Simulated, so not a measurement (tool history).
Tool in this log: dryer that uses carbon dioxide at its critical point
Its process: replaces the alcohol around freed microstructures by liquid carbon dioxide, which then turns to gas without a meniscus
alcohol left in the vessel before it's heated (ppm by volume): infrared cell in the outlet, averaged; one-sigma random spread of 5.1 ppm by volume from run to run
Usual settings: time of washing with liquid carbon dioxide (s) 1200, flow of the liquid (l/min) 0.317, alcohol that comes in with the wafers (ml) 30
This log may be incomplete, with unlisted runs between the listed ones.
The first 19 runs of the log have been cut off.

run	hour	time of washing with liquid carbon dioxide (s)	flow of the liquid (l/min)	alcohol that comes in with the wafers (ml)	hours of work since the filter was changed	hours of work since the purifier's bed was changed	alcohol left in the vessel before it's heated (ppm by volume)
20	233.8	1620	0.197	35	300	103	340
21	244.2	1620	0.197	35	304	106	333
22	260.5	960	0.273	60	309	111	1328
23	269.4	1200	0.285	23	311	114	177
24	283.5	1200	0.285	23	316	118	189
25	301.3	1200	0.285	23	321	124	178
26	314.3	840	0.239	48	325	128	2582
27	331.7	720	0.3	30	331	133	1308
28	343.7	1740	0.418	104	335	137	41
29	361.6	900	0.317	105	340	143	1716
30	379	900	0.512	105	346	148	170

3 options for the next run, each taken on its own from the tool as it stands now. Forecast them:
A	389.6	1380	0.488	105	349	151	?
B	389.6	900	0.367	20	349	151	?
C	389.6	1200	0.312	30	349	151	?

run	alcohol left in the vessel before it's heated (ppm by volume)
A	50
B	204
C	179
Had the tool no hidden state, the same runs would have come out as:
run	alcohol left in the vessel before it's heated (ppm by volume)
A	13
B	93
C	74
